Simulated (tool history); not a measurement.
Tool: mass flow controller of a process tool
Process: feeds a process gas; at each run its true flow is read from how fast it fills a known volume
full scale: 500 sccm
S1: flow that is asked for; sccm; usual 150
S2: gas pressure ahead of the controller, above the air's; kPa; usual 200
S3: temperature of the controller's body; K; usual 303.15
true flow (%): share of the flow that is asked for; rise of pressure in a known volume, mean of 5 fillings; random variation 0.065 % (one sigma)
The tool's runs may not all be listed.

run 1 hour=0.0 | S1=150 S2=200 S3=303.15 | true_flow_(%)=99.52
run 2 hour=221.8 | S1=150 S2=200 S3=303.15 | true_flow_(%)=99.51
run 3 hour=396.5 | S1=150 S2=200 S3=303.15 | true_flow_(%)=99.46
run 4 hour=642.8 | S1=150 S2=200 S3=303.15 | true_flow_(%)=99.47
run 5 hour=781.6 | S1=150 S2=200 S3=303.15 | true_flow_(%)=99.45
run 6 hour=1019.1 | S1=150 S2=200 S3=303.15 | true_flow_(%)=99.42
run 7 hour=1232.2 | S1=150 S2=200 S3=303.15 | true_flow_(%)=99.52
run 8 hour=1510.6 | S1=150 S2=278 S3=303.15 | true_flow_(%)=99.11
run 9 hour=1745.7 | S1=150 S2=278 S3=309.15 | true_flow_(%)=99.73
run 10 hour=1899.2 | S1=150 S2=200 S3=303.15 | true_flow_(%)=99.54
-- hour=1927.3 controller's zero set anew
run 11 hour=2177.0 | S1=150 S2=200 S3=303.15 | true_flow_(%)=99.31
run 12 hour=2314.3 | S1=150 S2=200 S3=303.15 | true_flow_(%)=99.22
run 13 hour=2452.9 | S1=150 S2=200 S3=303.15 | true_flow_(%)=99.25
run 14 hour=2720.9 | S1=136 S2=251 S3=296.15 | true_flow_(%)=98.10
run 15 hour=2957.9 | S1=66 S2=208 S3=297.15 | true_flow_(%)=96.03
run 16 hour=3116.4 | S1=66 S2=208 S3=297.15 | true_flow_(%)=95.99
run 17 hour=3369.8 | S1=390 S2=216 S3=304.15 | true_flow_(%)=100.74
-- hour=3443.9 controller's zero set anew, once more
run 18 hour=3686.1 | S1=390 S2=216 S3=304.15 | true_flow_(%)=101.38
run 19 hour=3840.3 | S1=390 S2=216 S3=304.15 | true_flow_(%)=101.51
run 20 hour=3969.6 | S1=350 S2=244 S3=297.15 | true_flow_(%)=100.72
run 21 hour=4209.3 | S1=282 S2=196 S3=298.15 | true_flow_(%)=100.92
run 22 hour=4515.2 | S1=100 S2=277 S3=303.15 | true_flow_(%)=100.17
run 23 hour=4647.2 | S1=227 S2=276 S3=295.15 | true_flow_(%)=100.10

Hidden state or all else? Some run-to-run changes of true flow (%), split into what the settings, what came in and random variation would give without the hidden state, and what is left for the hidden state (with any gauge scatter that isn't in both results):
The hidden state here: flow at rest that the sensor doesn't see, % of full scale; true flow over the shown one, %; drift of the gauge itself on true_pct, %.
Run 14 -> 15: S1 136 -> 66, S2 251 -> 208, S3 296.15 -> 297.15. true flow (%) -2.07: hidden state -2.24, all else +0.17.
Run 16 -> 17: S1 66 -> 390, S2 208 -> 216, S3 297.15 -> 304.15. true flow (%) +4.75: hidden state +3.64, all else +1.11.

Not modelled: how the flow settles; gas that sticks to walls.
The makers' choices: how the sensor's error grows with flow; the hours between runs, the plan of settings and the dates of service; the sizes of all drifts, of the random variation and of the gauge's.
